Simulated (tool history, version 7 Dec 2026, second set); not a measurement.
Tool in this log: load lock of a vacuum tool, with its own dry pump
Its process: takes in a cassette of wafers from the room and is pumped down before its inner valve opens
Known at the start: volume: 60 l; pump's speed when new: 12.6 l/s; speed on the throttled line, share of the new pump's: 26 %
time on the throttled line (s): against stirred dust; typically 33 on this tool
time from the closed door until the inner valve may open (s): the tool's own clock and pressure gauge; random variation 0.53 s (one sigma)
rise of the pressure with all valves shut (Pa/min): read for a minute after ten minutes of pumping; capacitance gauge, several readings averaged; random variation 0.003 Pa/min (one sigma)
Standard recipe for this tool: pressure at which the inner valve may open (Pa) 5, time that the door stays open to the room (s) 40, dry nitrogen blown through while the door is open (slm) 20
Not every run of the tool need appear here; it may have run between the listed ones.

run	hour	time on the throttled line (s)	pressure at which the inner valve may open (Pa)	time that the door stays open to the room (s)	dry nitrogen blown through while the door is open (slm)	incoming humidity of the room's air, %	time from the closed door until the inner valve may open (s)	rise of the pressure with all valves shut (Pa/min)
1	0	33	5	40	20	42.7	81.9	0.249
2	188.1	33	5	40	20	45.6	82.3	0.261
3	360.6	33	5	40	20	46.1	83.5	0.279
4	619.1	33	5	40	20	45	81.9	0.275
5	978.7	33	5	40	20	43.3	82.7	0.279
6	1325	33	5	205	20	42.6	84	0.326
7	1482.6	33	5	205	20	45.1	84.2	0.341
8	1831.9	33	5	205	20	47.7	83.3	0.34
9	2006.4	26	8	76	12	42.8	76.4	0.326
10	2200.2	21	10	130	4	46.5	71.8	0.369

Predict the results of run 11:
11	2566.3	21	10	130	4	46.5	?	?

time from the closed door until the inner valve may open (s): 72.4
rise of the pressure with all valves shut (Pa/min): 0.388
Were there no unlogged condition in the tool, this run, its random variation unchanged, would have produced time from the closed door until the inner valve may open (s) 60.2, rise of the pressure with all valves shut (Pa/min) 0.075.
